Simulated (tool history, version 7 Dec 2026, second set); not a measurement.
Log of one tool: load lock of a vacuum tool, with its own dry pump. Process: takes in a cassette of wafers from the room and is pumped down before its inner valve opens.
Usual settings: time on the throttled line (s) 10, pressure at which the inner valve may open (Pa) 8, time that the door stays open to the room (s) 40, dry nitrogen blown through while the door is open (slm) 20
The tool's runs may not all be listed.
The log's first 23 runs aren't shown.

run    hour  time on the throttled line (s)  pressure at which the inner valve may open (Pa)  time that the door stays open to the room (s)  dry nitrogen blown through while the door is open (slm)  hours that the pump has run since its overhaul  times that the door has closed on its seal  incoming humidity of the room's air, %  time from the closed door until the inner valve may open (s)  rise of the pressure with all valves shut (Pa/min)
 24  1802.2                              11                                               13                                             40                                                       26                                            7520                                       12192                                    45.5                                                          23.2                                               0.165
 25  1895.8                              11                                               13                                             40                                                       26                                            7613                                       12452                                    47.4                                                          23.1                                               0.172
 26  1983.2                              10                                                8                                             29                                                        6                                            7701                                       12695                                    46.0                                                          23.4                                               0.173
 27  2044.0                              15                                               13                                             62                                                       20                                            7762                                       12864                                    47.4                                                          26.2                                               0.190
 28  2152.5                               8                                               13                                             52                                                       20                                            7870                                       13165                                    42.1                                                          21.1                                               0.184
 29  2239.5                               8                                               13                                             52                                                       20                                            7957                                       13407                                    41.6                                                          21.3                                               0.191
 30  2301.8                              10                                                8                                             40                                                        9                                            8019                                       13580                                    48.7                                                          22.9                                               0.200
 31  2407.8                              10                                                8                                             40                                                        9                                            8125                                       13875                                    43.1                                                          23.1                                               0.203
 32  2461.8                              13                                               12                                             40                                                        9                                            8179                                       14025                                    47.0                                                          25.4                                               0.203
 33  2534.1                              13                                               12                                             26                                                       32                                            8252                                       14226                                    44.6                                                          24.5                                               0.183
 34  2632.3                               9                                                8                                             63                                                       32                                            8350                                       14498                                    45.9                                                          22.6                                               0.211
 35  2684.7                              18                                                8                                             26                                                       24                                            8402                                       14644                                    45.7                                                          29.7                                               0.190
 36  2772.5                              18                                                8                                             26                                                       24                                            8490                                       14888                                    45.3                                                          29.6                                               0.190
 37  2834.6                              10                                                8                                             40                                                       18                                            8552                                       15061                                    44.0                                                          23.2                                               0.209

Forecast each of these 4 alternatives for the next run:
  A  2934.3                              10                                                9                                             82                                                       39                                            8652                                       15338                                    44.3                                                             ?                                                   ?
  B  2934.3                              10                                                9                                             76                                                       10                                            8652                                       15338                                    44.5                                                             ?                                                   ?
  C  2934.3                              10                                                8                                             40                                                       20                                            8652                                       15338                                    44.4                                                             ?                                                   ?
  D  2934.3                              10                                                7                                            170                                                       29                                            8652                                       15338                                    46.2                                                             ?                                                   ?

run  time from the closed door until the inner valve may open (s)  rise of the pressure with all valves shut (Pa/min)
  A                                                          23.5                                               0.224
  B                                                          23.1                                               0.254
  C                                                          23.6                                               0.214
  D                                                          23.7                                               0.271
Without the tool's hidden state the same runs would have given:
run  time from the closed door until the inner valve may open (s)  rise of the pressure with all valves shut (Pa/min)
  A                                                          20.5                                               0.055
  B                                                          20.2                                               0.083
  C                                                          20.6                                               0.042
  D                                                          20.6                                               0.102
